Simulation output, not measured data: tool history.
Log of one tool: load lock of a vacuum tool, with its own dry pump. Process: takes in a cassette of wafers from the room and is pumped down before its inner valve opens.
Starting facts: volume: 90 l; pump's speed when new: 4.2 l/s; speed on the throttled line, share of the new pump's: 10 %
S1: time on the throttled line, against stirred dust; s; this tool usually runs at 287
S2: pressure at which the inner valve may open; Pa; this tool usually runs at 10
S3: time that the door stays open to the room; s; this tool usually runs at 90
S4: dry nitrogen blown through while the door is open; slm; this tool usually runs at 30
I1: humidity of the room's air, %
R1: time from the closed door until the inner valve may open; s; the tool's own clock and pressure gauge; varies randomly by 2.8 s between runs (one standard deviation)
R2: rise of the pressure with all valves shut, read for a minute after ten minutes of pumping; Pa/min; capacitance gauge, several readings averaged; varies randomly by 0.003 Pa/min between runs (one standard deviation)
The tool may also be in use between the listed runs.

{"run": 1, "hour": 0.0, "S1": 287, "S2": 10, "S3": 90, "S4": 30, "I1": 41.3, "R1": 459.9, "R2": 0.015}
{"run": 2, "hour": 124.4, "S1": 287, "S2": 10, "S3": 90, "S4": 30, "I1": 46.8, "R1": 461.1, "R2": 0.014}
{"run": 3, "hour": 239.5, "S1": 287, "S2": 10, "S3": 90, "S4": 30, "I1": 44.4, "R1": 461.7, "R2": 0.022}
{"run": 4, "hour": 471.9, "S1": 287, "S2": 10, "S3": 90, "S4": 30, "I1": 46.4, "R1": 463.1, "R2": 0.015}
{"run": 5, "hour": 707.3, "S1": 146, "S2": 10, "S3": 90, "S4": 30, "I1": 41.6, "R1": 333.1, "R2": 0.017}
{"run": 6, "hour": 903.8, "S1": 146, "S2": 10, "S3": 90, "S4": 30, "I1": 44.8, "R1": 331.2, "R2": 0.015}
{"run": 7, "hour": 1101.6, "S1": 287, "S2": 10, "S3": 90, "S4": 30, "I1": 44.8, "R1": 462.5, "R2": 0.016}
{"run": 8, "hour": 1263.8, "S1": 287, "S2": 10, "S3": 90, "S4": 30, "I1": 44.6, "R1": 462.4, "R2": 0.016}
{"run": 9, "hour": 1466.7, "S1": 287, "S2": 10, "S3": 90, "S4": 30, "I1": 42.5, "R1": 458.7, "R2": 0.017}
{"run": 10, "hour": 1587.2, "S1": 287, "S2": 10, "S3": 90, "S4": 30, "I1": 47.3, "R1": 457.4, "R2": 0.02}
{"run": 11, "hour": 1694.7, "S1": 287, "S2": 10, "S3": 90, "S4": 30, "I1": 47.5, "R1": 459.8, "R2": 0.017}
{"run": 12, "hour": 1945.7, "S1": 287, "S2": 10, "S3": 90, "S4": 30, "I1": 50.7, "R1": 459.5, "R2": 0.013}
{"run": 13, "hour": 2056.3, "S1": 287, "S2": 10, "S3": 96, "S4": 30, "I1": 44.7, "R1": 463.2, "R2": 0.01}
{"run": 14, "hour": 2187.2, "S1": 287, "S2": 10, "S3": 96, "S4": 30, "I1": 46.1, "R1": 460.5, "R2": 0.012}
{"run": 15, "hour": 2304.8, "S1": 287, "S2": 10, "S3": 96, "S4": 30, "I1": 47.8, "R1": 460.2, "R2": 0.01}
{"run": 16, "hour": 2477.7, "S1": 287, "S2": 10, "S3": 96, "S4": 30, "I1": 47, "R1": 461.2, "R2": 0.015}
{"run": 17, "hour": 2662.9, "S1": 287, "S2": 10, "S3": 96, "S4": 30, "I1": 43.9, "R1": 458.8, "R2": 0.016}
{"run": 18, "hour": 2801.1, "S1": 287, "S2": 10, "S3": 90, "S4": 30, "I1": 43.2, "R1": 455.7, "R2": 0.015}
{"run": 19, "hour": 3042.4, "S1": 169, "S2": 10, "S3": 90, "S4": 30, "I1": 40.1, "R1": 354.7, "R2": 0.011}
{"run": 20, "hour": 3175.5, "S1": 242, "S2": 10, "S3": 118, "S4": 30, "I1": 41.9, "R1": 423.2, "R2": 0.016}
{"run": 21, "hour": 3319.1, "S1": 242, "S2": 10, "S3": 118, "S4": 30, "I1": 43.8, "R1": 421, "R2": 0.015}
{"run": 22, "hour": 3509.3, "S1": 242, "S2": 16, "S3": 65, "S4": 30, "I1": 45.1, "R1": 409.8, "R2": 0.015}
{"run": 23, "hour": 3676.9, "S1": 287, "S2": 10, "S3": 152, "S4": 30, "I1": 47.3, "R1": 459.4, "R2": 0.02}
{"run": 24, "hour": 3922.2, "S1": 223, "S2": 15, "S3": 90, "S4": 30, "I1": 46.6, "R1": 397, "R2": 0.021}
{"run": 25, "hour": 4107.9, "S1": 257, "S2": 13, "S3": 90, "S4": 9, "I1": 45.9, "R1": 424.2, "R2": 0.026}
{"run": 26, "hour": 4308.4, "S1": 407, "S2": 9, "S3": 36, "S4": 22, "I1": 43.4, "R1": 566.3, "R2": 0.01}
{"run": 27, "hour": 4420.9, "S1": 407, "S2": 9, "S3": 36, "S4": 22, "I1": 46.7, "R1": 571.9, "R2": 0.014}
{"run": 28, "hour": 4653.2, "S1": 407, "S2": 18, "S3": 36, "S4": 7, "I1": 45.3, "R1": 555.4, "R2": 0.02}
{"run": 29, "hour": 4860.8, "S1": 407, "S2": 18, "S3": 36, "S4": 7, "I1": 44.3, "R1": 555.3, "R2": 0.021}
{"run": 30, "hour": 5075.2, "S1": 287, "S2": 10, "S3": 51, "S4": 30, "I1": 43.9, "R1": 460.9, "R2": 0.011}
{"run": 31, "hour": 5205.4, "S1": 287, "S2": 10, "S3": 51, "S4": 30, "I1": 42.9, "R1": 462, "R2": 0.006}
{"run": 32, "hour": 5338.6, "S1": 287, "S2": 10, "S3": 51, "S4": 30, "I1": 47, "R1": 462.3, "R2": 0.016}
{"run": 33, "hour": 5507.8, "S1": 287, "S2": 10, "S3": 51, "S4": 30, "I1": 43.1, "R1": 456.5, "R2": 0.012}
{"run": 34, "hour": 5622.3, "S1": 287, "S2": 10, "S3": 51, "S4": 41, "I1": 46.6, "R1": 459.2, "R2": 0.01}
{"run": 35, "hour": 5735.1, "S1": 287, "S2": 7, "S3": 110, "S4": 21, "I1": 45.3, "R1": 466.9, "R2": 0.023}
{"run": 36, "hour": 5842.6, "S1": 287, "S2": 10, "S3": 168, "S4": 30, "I1": 41.1, "R1": 460.2, "R2": 0.02}
{"run": 37, "hour": 5949.6, "S1": 163, "S2": 10, "S3": 168, "S4": 15, "I1": 48, "R1": 348.6, "R2": 0.027}

Each row is a separate what-if for the run after 37, all from the same tool condition, not one after another. Results?
{"run": "A", "hour": 6114.6, "S1": 287, "S2": 10, "S3": 90, "S4": 5, "I1": 46.8, "R1": "?", "R2": "?"}
{"run": "B", "hour": 6114.6, "S1": 305, "S2": 10, "S3": 168, "S4": 15, "I1": 47.2, "R1": "?", "R2": "?"}
{"run": "C", "hour": 6114.6, "S1": 287, "S2": 8, "S3": 90, "S4": 30, "I1": 42.9, "R1": "?", "R2": "?"}
{"run": "D", "hour": 6114.6, "S1": 287, "S2": 10, "S3": 90, "S4": 24, "I1": 45.2, "R1": "?", "R2": "?"}

run=A R1=458.7 R2=0.03
run=B R1=478.2 R2=0.023
run=C R1=470.6 R2=0.014
run=D R1=460.3 R2=0.015
What these runs would have given with no unlogged condition in the tool:
run=A R1=458.5 R2=0.029
run=B R1=478 R2=0.023
run=C R1=470.4 R2=0.014
run=D R1=460.1 R2=0.014
